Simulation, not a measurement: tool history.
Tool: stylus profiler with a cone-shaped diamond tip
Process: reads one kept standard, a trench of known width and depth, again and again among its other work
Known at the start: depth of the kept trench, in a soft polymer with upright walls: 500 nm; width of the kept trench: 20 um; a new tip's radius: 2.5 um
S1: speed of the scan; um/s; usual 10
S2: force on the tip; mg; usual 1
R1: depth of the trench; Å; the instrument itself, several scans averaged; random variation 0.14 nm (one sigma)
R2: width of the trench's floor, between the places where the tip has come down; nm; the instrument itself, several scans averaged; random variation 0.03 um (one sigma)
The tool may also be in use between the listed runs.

run 1 hour=0 | S1=10 S2=1 | R1=5031.9 R2=16860
run 2 hour=21.9 | S1=10 S2=1.22 | R1=5041 R2=16860
run 3 hour=50 | S1=10 S2=1.22 | R1=5035.3 R2=16790
run 4 hour=72.8 | S1=2 S2=1 | R1=5032.2 R2=16830
run 5 hour=96.9 | S1=2 S2=1 | R1=5030.8 R2=16820
run 6 hour=126.1 | S1=2 S2=0.67 | R1=5023.5 R2=16780
run 7 hour=151 | S1=10 S2=1 | R1=5030 R2=16740
run 8 hour=180 | S1=24 S2=1 | R1=5032.5 R2=16700
run 9 hour=196.9 | S1=10 S2=0.76 | R1=5024.6 R2=16730
run 10 hour=216.8 | S1=10 S2=1 | R1=5029.6 R2=16710
run 11 hour=238.2 | S1=10 S2=1 | R1=5029.2 R2=16730
run 12 hour=257.2 | S1=27 S2=1 | R1=5030.9 R2=16630
run 13 hour=274 | S1=27 S2=1 | R1=5030.6 R2=16610
run 14 hour=292.1 | S1=27 S2=1 | R1=5029.4 R2=16610
run 15 hour=320.5 | S1=39 S2=1 | R1=5030.1 R2=16510
run 16 hour=338.1 | S1=39 S2=1 | R1=5027.8 R2=16520
run 17 hour=353.6 | S1=21 S2=1 | R1=5028.8 R2=16640
run 18 hour=372.2 | S1=6 S2=1 | R1=5027.9 R2=16740
run 19 hour=390.4 | S1=6 S2=1 | R1=5029.6 R2=16670
run 20 hour=403.3 | S1=10 S2=1 | R1=5030.9 R2=16710
run 21 hour=429.7 | S1=6 S2=1 | R1=5025.6 R2=16690
run 22 hour=448.2 | S1=7 S2=2.6 | R1=5062 R2=16680
run 23 hour=471.4 | S1=3 S2=1.45 | R1=5038.8 R2=16720
run 24 hour=492.2 | S1=3 S2=1.45 | R1=5037.1 R2=16670
run 25 hour=513.3 | S1=4 S2=2.06 | R1=5051 R2=16760
run 26 hour=543.6 | S1=7 S2=1.78 | R1=5044.5 R2=16690
run 27 hour=562 | S1=34 S2=2.05 | R1=5048.5 R2=16520
run 28 hour=585 | S1=14 S2=2.53 | R1=5059.5 R2=16610
run 29 hour=610.5 | S1=14 S2=2.53 | R1=5059.1 R2=16640
run 30 hour=628.6 | S1=2 S2=1 | R1=5025.6 R2=16720
run 31 hour=642.2 | S1=2 S2=1 | R1=5026.8 R2=16680
run 32 hour=672.3 | S1=2 S2=0.95 | R1=5022.3 R2=16640
run 33 hour=698 | S1=2 S2=0.95 | R1=5023.6 R2=16710
run 34 hour=721.2 | S1=30 S2=1 | R1=5022.1 R2=16510
run 35 hour=737.2 | S1=3 S2=0.81 | R1=5018.3 R2=16620
run 36 hour=755.1 | S1=3 S2=0.81 | R1=5019.1 R2=16650
run 37 hour=771.3 | S1=9 S2=0.5 | R1=5011.4 R2=16630
run 38 hour=792.1 | S1=10 S2=1.38 | R1=5035.1 R2=16600
run 39 hour=815.5 | S1=10 S2=1.38 | R1=5032.2 R2=16560
run 40 hour=828.6 | S1=2 S2=2.6 | R1=5059.4 R2=16640
run 41 hour=855.8 | S1=2 S2=2.6 | R1=5054.5 R2=16630
run 42 hour=878.6 | S1=6 S2=0.45 | R1=5008.8 R2=16610

Measured less the same run without the tool's hidden state. The same run-to-run variation is in both; the gauge's scatter may not be:
The hidden state here: radius of the tip, um; height scale over the true one, %; drift of the gauge itself on depth_nm, %; drift of the gauge itself on floor_um, %.
run=1 R1=-4.5 R2=-140
run=2 R1=-4.9 R2=-150
run=3 R1=-5.2 R2=-150
run=4 R1=-5.5 R2=-160
run=5 R1=-5.8 R2=-170
run=6 R1=-6.1 R2=-170
run=7 R1=-6.4 R2=-180
run=8 R1=-6.8 R2=-180
run=9 R1=-7 R2=-190
run=10 R1=-7.3 R2=-190
run=11 R1=-7.5 R2=-210
run=12 R1=-7.8 R2=-200
run=13 R1=-8 R2=-210
run=14 R1=-8.2 R2=-220
run=15 R1=-8.6 R2=-220
run=16 R1=-8.8 R2=-220
run=17 R1=-8.9 R2=-230
run=18 R1=-9.2 R2=-230
run=19 R1=-9.4 R2=-240
run=20 R1=-9.5 R2=-240
run=21 R1=-9.8 R2=-250
run=22 R1=-10.1 R2=-250
run=23 R1=-10.5 R2=-260
run=24 R1=-10.7 R2=-270
run=25 R1=-11 R2=-270
run=26 R1=-11.3 R2=-280
run=27 R1=-11.6 R2=-280
run=28 R1=-11.9 R2=-290
run=29 R1=-12.3 R2=-300
run=30 R1=-12.4 R2=-300
run=31 R1=-12.6 R2=-300
run=32 R1=-12.9 R2=-310
run=33 R1=-13.2 R2=-310
run=34 R1=-13.6 R2=-320
run=35 R1=-13.7 R2=-330
run=36 R1=-14 R2=-330
run=37 R1=-14.1 R2=-330
run=38 R1=-14.6 R2=-340
run=39 R1=-14.9 R2=-350
run=40 R1=-15.1 R2=-350
run=41 R1=-15.4 R2=-360
run=42 R1=-15.6 R2=-360

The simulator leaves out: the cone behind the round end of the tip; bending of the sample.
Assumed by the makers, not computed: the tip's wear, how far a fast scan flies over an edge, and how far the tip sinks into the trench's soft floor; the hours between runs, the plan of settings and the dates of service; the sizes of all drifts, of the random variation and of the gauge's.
